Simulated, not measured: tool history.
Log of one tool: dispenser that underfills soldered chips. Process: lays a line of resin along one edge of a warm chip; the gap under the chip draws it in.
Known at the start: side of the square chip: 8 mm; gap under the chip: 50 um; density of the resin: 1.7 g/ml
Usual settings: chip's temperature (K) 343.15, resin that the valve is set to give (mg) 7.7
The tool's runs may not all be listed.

| run | hour | chip's temperature (K) | resin that the valve is set to give (mg) | time until the resin shows at the far edge (s) | resin that the valve gave (mg) |
|---|---|---|---|---|---|
| 1 | 0 | 343.15 | 7.7 | 28.6 | 7.19 |
| 2 | 2.8 | 343.15 | 7.7 | 34.1 | 7.21 |
|  | 4.5 | new syringe of resin |
| 3 | 6.1 | 343.15 | 7.7 | 28 | 7.2 |
| 4 | 9.5 | 343.15 | 7.7 | 32.4 | 7.13 |
|  | 11.8 | new syringe of resin |
| 5 | 12.8 | 343.15 | 7.26 | 27 | 6.76 |
|  | 17.4 | dispensing valve cleaned and set on the balance |
| 6 | 17.4 | 355.15 | 7.7 | 21.6 | 7.76 |
|  | 20.1 | new syringe of resin |
| 7 | 20.6 | 342.15 | 7.7 | 27 | 7.76 |
| 8 | 23.7 | 342.15 | 7.7 | 30.4 | 7.74 |
| 9 | 26 | 342.15 | 7.7 | 35.2 | 7.65 |
|  | 27.5 | new syringe of resin |
| 10 | 29.3 | 343.15 | 7.7 | 28 | 7.75 |
| 11 | 32 | 343.15 | 7.7 | 32.4 | 7.68 |
|  | 34.8 | new syringe of resin |
| 12 | 36.9 | 343.15 | 7.7 | 28.2 | 7.72 |
| 13 | 40.9 | 343.15 | 7.7 | 34.2 | 7.63 |
|  | 42.2 | new syringe of resin |
| 14 | 43.3 | 341.15 | 7.7 | 28.4 | 7.69 |
| 15 | 45.4 | 341.15 | 7.7 | 31.4 | 7.59 |
| 16 | 48.9 | 341.15 | 7.7 | 38.1 | 7.69 |
|  | 49.7 | new syringe of resin |
| 17 | 51.6 | 341.15 | 7.7 | 29.2 | 7.62 |
| 18 | 53.5 | 341.15 | 7.7 | 31.5 | 7.62 |
| 19 | 56.6 | 332.15 | 6.82 | 52.3 | 6.73 |
|  | 57.3 | new syringe of resin |
| 20 | 61.3 | 354.15 | 9.68 | 21.3 | 9.63 |
| 21 | 63.8 | 330.15 | 7.7 | 52.7 | 7.64 |
|  | 64.6 | new syringe of resin |
| 22 | 67.3 | 337.15 | 7.04 | 35.1 | 6.88 |

Run 23 comes next. What will it give?
| 23 | 70 | 331.15 | 8.43 | ? | ? |

time until the resin shows at the far edge (s): 47
resin that the valve gave (mg): 8.24
Without the tool's hidden state the same run would have given time until the resin shows at the far edge (s) 36, resin that the valve gave (mg) 8.38.
